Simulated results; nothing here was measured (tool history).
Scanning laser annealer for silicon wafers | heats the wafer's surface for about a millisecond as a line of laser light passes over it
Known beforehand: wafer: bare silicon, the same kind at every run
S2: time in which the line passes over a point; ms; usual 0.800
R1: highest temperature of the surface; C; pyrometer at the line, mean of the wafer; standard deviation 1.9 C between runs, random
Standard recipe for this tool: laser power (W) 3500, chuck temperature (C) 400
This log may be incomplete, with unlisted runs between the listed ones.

run 1 hour=0.0 | laser_power_(W)=3500 S2=0.800 chuck_temperature_(C)=400 | R1=1161
run 2 hour=13.1 | laser_power_(W)=3500 S2=0.800 chuck_temperature_(C)=400 | R1=1156
run 3 hour=23.7 | laser_power_(W)=3500 S2=0.800 chuck_temperature_(C)=400 | R1=1154
run 4 hour=31.8 | laser_power_(W)=3500 S2=0.800 chuck_temperature_(C)=400 | R1=1157
run 5 hour=38.7 | laser_power_(W)=3500 S2=0.800 chuck_temperature_(C)=400 | R1=1157
run 6 hour=46.4 | laser_power_(W)=3500 S2=0.800 chuck_temperature_(C)=400 | R1=1158
run 7 hour=53.0 | laser_power_(W)=3500 S2=0.800 chuck_temperature_(C)=400 | R1=1153
run 8 hour=65.8 | laser_power_(W)=3500 S2=0.800 chuck_temperature_(C)=400 | R1=1154
run 9 hour=77.2 | laser_power_(W)=3500 S2=0.800 chuck_temperature_(C)=400 | R1=1150
run 10 hour=83.1 | laser_power_(W)=3500 S2=0.800 chuck_temperature_(C)=400 | R1=1150
run 11 hour=94.1 | laser_power_(W)=3500 S2=0.800 chuck_temperature_(C)=395 | R1=1145
run 12 hour=101.1 | laser_power_(W)=3500 S2=0.800 chuck_temperature_(C)=396 | R1=1145
run 13 hour=114.3 | laser_power_(W)=3266 S2=0.800 chuck_temperature_(C)=400 | R1=1092
-- hour=121.1 window over the wafer cleaned
run 14 hour=128.7 | laser_power_(W)=3266 S2=0.800 chuck_temperature_(C)=400 | R1=1142
run 15 hour=134.6 | laser_power_(W)=3560 S2=0.572 chuck_temperature_(C)=391 | R1=1076
run 16 hour=147.1 | laser_power_(W)=3560 S2=0.572 chuck_temperature_(C)=391 | R1=1073
run 17 hour=154.9 | laser_power_(W)=3560 S2=0.846 chuck_temperature_(C)=391 | R1=1234
run 18 hour=167.5 | laser_power_(W)=3062 S2=0.892 chuck_temperature_(C)=389 | R1=1121
run 19 hour=173.4 | laser_power_(W)=3595 S2=0.815 chuck_temperature_(C)=422 | R1=1254
run 20 hour=181.7 | laser_power_(W)=3477 S2=0.800 chuck_temperature_(C)=400 | R1=1193
run 21 hour=193.3 | laser_power_(W)=3477 S2=0.800 chuck_temperature_(C)=400 | R1=1192
run 22 hour=205.1 | laser_power_(W)=3080 S2=0.911 chuck_temperature_(C)=406 | R1=1144
run 23 hour=215.6 | laser_power_(W)=3062 S2=0.916 chuck_temperature_(C)=400 | R1=1135
run 24 hour=227.0 | laser_power_(W)=3642 S2=0.800 chuck_temperature_(C)=404 | R1=1234
run 25 hour=236.7 | laser_power_(W)=3642 S2=0.800 chuck_temperature_(C)=404 | R1=1236
run 26 hour=248.8 | laser_power_(W)=3642 S2=0.800 chuck_temperature_(C)=404 | R1=1230
run 27 hour=258.4 | laser_power_(W)=3642 S2=0.800 chuck_temperature_(C)=404 | R1=1236
run 28 hour=265.1 | laser_power_(W)=3809 S2=0.598 chuck_temperature_(C)=400 | R1=1144

Predict each of these 4 candidate next runs independently; none follows another, all start after run 28:
run A hour=272.3 | laser_power_(W)=3208 S2=0.598 chuck_temperature_(C)=400 | R1=?
run B hour=272.3 | laser_power_(W)=3500 S2=0.658 chuck_temperature_(C)=400 | R1=?
run C hour=272.3 | laser_power_(W)=3500 S2=0.627 chuck_temperature_(C)=428 | R1=?
run D hour=272.3 | laser_power_(W)=3500 S2=0.656 chuck_temperature_(C)=408 | R1=?

run=A R1=1011
run=B R1=1112
run=C R1=1120
run=D R1=1120
The same runs, with their run-to-run variation unchanged, on a tool lacking any hidden condition would have given:
run=A R1=1025
run=B R1=1129
run=C R1=1136
run=D R1=1136
